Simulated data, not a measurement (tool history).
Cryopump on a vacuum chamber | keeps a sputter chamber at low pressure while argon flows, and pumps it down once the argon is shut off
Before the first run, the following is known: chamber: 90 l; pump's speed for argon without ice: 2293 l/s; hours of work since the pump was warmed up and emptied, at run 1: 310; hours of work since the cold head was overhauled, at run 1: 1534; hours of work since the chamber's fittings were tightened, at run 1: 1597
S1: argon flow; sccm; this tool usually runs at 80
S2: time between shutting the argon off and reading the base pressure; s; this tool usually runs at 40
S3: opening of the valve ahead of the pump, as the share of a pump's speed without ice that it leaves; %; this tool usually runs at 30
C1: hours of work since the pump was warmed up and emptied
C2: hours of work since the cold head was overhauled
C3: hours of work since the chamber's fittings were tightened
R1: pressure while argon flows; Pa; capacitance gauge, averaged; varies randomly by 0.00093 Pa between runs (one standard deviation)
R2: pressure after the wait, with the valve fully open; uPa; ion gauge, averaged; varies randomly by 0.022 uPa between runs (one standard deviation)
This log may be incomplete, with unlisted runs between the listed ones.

run 1 hour=0.0 | S1=80 S2=40 S3=30 | C1=310 C2=1534 C3=1597 | R1=0.2135 R2=1.45
run 2 hour=45.9 | S1=80 S2=40 S3=30 | C1=340 C2=1565 C3=1628 | R1=0.2146 R2=1.55
-- hour=105.0 pump warmed up, emptied and cooled again
run 3 hour=119.2 | S1=80 S2=40 S3=30 | C1=9 C2=1610 C3=1674 | R1=0.1982 R2=1.26
run 4 hour=176.1 | S1=80 S2=40 S3=30 | C1=47 C2=1648 C3=1712 | R1=0.1992 R2=1.36
run 5 hour=204.9 | S1=147 S2=40 S3=30 | C1=67 C2=1668 C3=1731 | R1=0.3669 R2=1.37
run 6 hour=240.4 | S1=147 S2=40 S3=30 | C1=90 C2=1691 C3=1755 | R1=0.3701 R2=1.42
run 7 hour=270.1 | S1=147 S2=40 S3=30 | C1=110 C2=1711 C3=1774 | R1=0.3743 R2=1.42
run 8 hour=322.2 | S1=147 S2=40 S3=30 | C1=145 C2=1746 C3=1809 | R1=0.3751 R2=1.51
run 9 hour=368.2 | S1=147 S2=40 S3=30 | C1=176 C2=1777 C3=1840 | R1=0.3762 R2=1.47
run 10 hour=432.1 | S1=80 S2=40 S3=30 | C1=218 C2=1819 C3=1883 | R1=0.2061 R2=1.50
run 11 hour=490.3 | S1=80 S2=40 S3=30 | C1=257 C2=1858 C3=1921 | R1=0.2108 R2=1.63
run 12 hour=527.6 | S1=80 S2=40 S3=30 | C1=282 C2=1883 C3=1946 | R1=0.2121 R2=1.69
run 13 hour=563.9 | S1=80 S2=40 S3=30 | C1=306 C2=1907 C3=1971 | R1=0.2142 R2=1.69
run 14 hour=612.7 | S1=80 S2=40 S3=30 | C1=339 C2=1940 C3=2003 | R1=0.2155 R2=1.75
run 15 hour=643.8 | S1=80 S2=149 S3=30 | C1=360 C2=1961 C3=2024 | R1=0.2196 R2=1.45
-- hour=674.6 pump warmed up, emptied and cooled again
run 16 hour=706.3 | S1=80 S2=149 S3=30 | C1=21 C2=1999 C3=2062 | R1=0.1977 R2=1.12
run 17 hour=751.1 | S1=80 S2=149 S3=30 | C1=51 C2=2029 C3=2092 | R1=0.2001 R2=1.21
run 18 hour=782.3 | S1=145 S2=62 S3=46 | C1=72 C2=2050 C3=2113 | R1=0.2403 R2=1.45
run 19 hour=845.0 | S1=145 S2=62 S3=46 | C1=114 C2=2092 C3=2155 | R1=0.2438 R2=1.42
run 20 hour=900.7 | S1=53 S2=297 S3=18 | C1=151 C2=2129 C3=2192 | R1=0.2206 R2=1.26
run 21 hour=962.0 | S1=80 S2=84 S3=54 | C1=192 C2=2170 C3=2233 | R1=0.1187 R2=1.51
run 22 hour=1028.3 | S1=66 S2=75 S3=30 | C1=236 C2=2214 C3=2277 | R1=0.1712 R2=1.58
run 23 hour=1059.1 | S1=119 S2=255 S3=30 | C1=257 C2=2234 C3=2298 | R1=0.3117 R2=1.53
run 24 hour=1114.1 | S1=80 S2=79 S3=30 | C1=293 C2=2271 C3=2335 | R1=0.2124 R2=1.66
run 25 hour=1152.8 | S1=80 S2=83 S3=15 | C1=319 C2=2297 C3=2360 | R1=0.4075 R2=1.74
run 26 hour=1204.3 | S1=116 S2=270 S3=30 | C1=354 C2=2331 C3=2395 | R1=0.3123 R2=1.64
-- hour=1242.3 pump warmed up, emptied and cooled again
run 27 hour=1246.1 | S1=39 S2=169 S3=30 | C1=3 C2=2356 C3=2419 | R1=0.0963 R2=1.30
run 28 hour=1276.7 | S1=80 S2=40 S3=42 | C1=23 C2=2376 C3=2440 | R1=0.1437 R2=1.74
run 29 hour=1321.8 | S1=43 S2=265 S3=43 | C1=53 C2=2406 C3=2470 | R1=0.0751 R2=1.38
run 30 hour=1377.2 | S1=43 S2=265 S3=43 | C1=90 C2=2443 C3=2507 | R1=0.0762 R2=1.45
run 31 hour=1437.6 | S1=43 S2=265 S3=43 | C1=130 C2=2484 C3=2547 | R1=0.0779 R2=1.40
run 32 hour=1481.3 | S1=63 S2=265 S3=43 | C1=160 C2=2513 C3=2576 | R1=0.1150 R2=1.57
run 33 hour=1520.6 | S1=121 S2=85 S3=42 | C1=186 C2=2539 C3=2603 | R1=0.2289 R2=1.69

4 options for the next run, each taken on its own from the tool as it stands now. Forecast them:
run A hour=1586.3 | S1=121 S2=162 S3=42 | C1=230 C2=2583 C3=2646 | R1=? R2=?
run B hour=1586.3 | S1=121 S2=85 S3=22 | C1=230 C2=2583 C3=2646 | R1=? R2=?
run C hour=1586.3 | S1=59 S2=40 S3=29 | C1=230 C2=2583 C3=2646 | R1=? R2=?
run D hour=1586.3 | S1=77 S2=155 S3=20 | C1=230 C2=2583 C3=2646 | R1=? R2=?

run=A R1=0.2313 R2=1.74
run=B R1=0.4254 R2=1.80
run=C R1=0.1596 R2=2.07
run=D R1=0.2951 R2=1.71
Without the tool's unlogged condition, the same runs would have read:
run=A R1=0.2120 R2=0.26
run=B R1=0.4060 R2=0.36
run=C R1=0.1502 R2=0.60
run=D R1=0.2829 R2=0.27
